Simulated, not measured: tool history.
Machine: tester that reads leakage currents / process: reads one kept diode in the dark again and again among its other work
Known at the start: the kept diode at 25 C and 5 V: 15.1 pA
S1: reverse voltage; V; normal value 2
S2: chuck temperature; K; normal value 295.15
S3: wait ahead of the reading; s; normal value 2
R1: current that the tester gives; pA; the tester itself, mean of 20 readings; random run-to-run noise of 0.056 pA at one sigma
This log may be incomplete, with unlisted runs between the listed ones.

{"run": 1, "day": 0.0, "S1": 2, "S2": 295.15, "S3": 2, "R1": 9.05}
{"run": 2, "day": 2.833, "S1": 2, "S2": 295.15, "S3": 2, "R1": 9.04}
{"run": 3, "day": 5.7, "S1": 2, "S2": 295.15, "S3": 2, "R1": 9.18}
{"run": 4, "day": 9.55, "S1": 2, "S2": 295.15, "S3": 0.32, "R1": 10.7}
{"run": 5, "day": 14.521, "S1": 2, "S2": 295.15, "S3": 0.32, "R1": 10.75}
{"run": 6, "day": 17.996, "S1": 2, "S2": 301.15, "S3": 2, "R1": 15.15}
{"run": 7, "day": 23.238, "S1": 2, "S2": 310.15, "S3": 2, "R1": 30.82}
{"run": 8, "day": 26.717, "S1": 2, "S2": 295.15, "S3": 2, "R1": 9.77}
{"run": 9, "day": 30.65, "S1": 2, "S2": 295.15, "S3": 2, "R1": 9.89}
{"run": 10, "day": 34.712, "S1": 2, "S2": 295.15, "S3": 2, "R1": 9.91}
{"run": 11, "day": 37.733, "S1": 2, "S2": 295.15, "S3": 8.27, "R1": 9.91}
{"run": 12, "day": 43.192, "S1": 2, "S2": 295.15, "S3": 5.83, "R1": 10.09}
{"run": 13, "day": 48.188, "S1": 2, "S2": 295.15, "S3": 5.83, "R1": 10.24}
{"run": 14, "day": 53.375, "S1": 2, "S2": 295.15, "S3": 6.99, "R1": 10.39}
{"run": 15, "day": 58.167, "S1": 2.48, "S2": 295.15, "S3": 0.4, "R1": 13.44}

The next listed run, before its measurement:
{"run": 16, "day": 63.379, "S1": 4.75, "S2": 295.15, "S3": 5.26, "R1": "?"}

R1: 17.6 pA
If the tool had no hidden condition, the same run with the same run-to-run variation would have returned R1 11.58 pA.
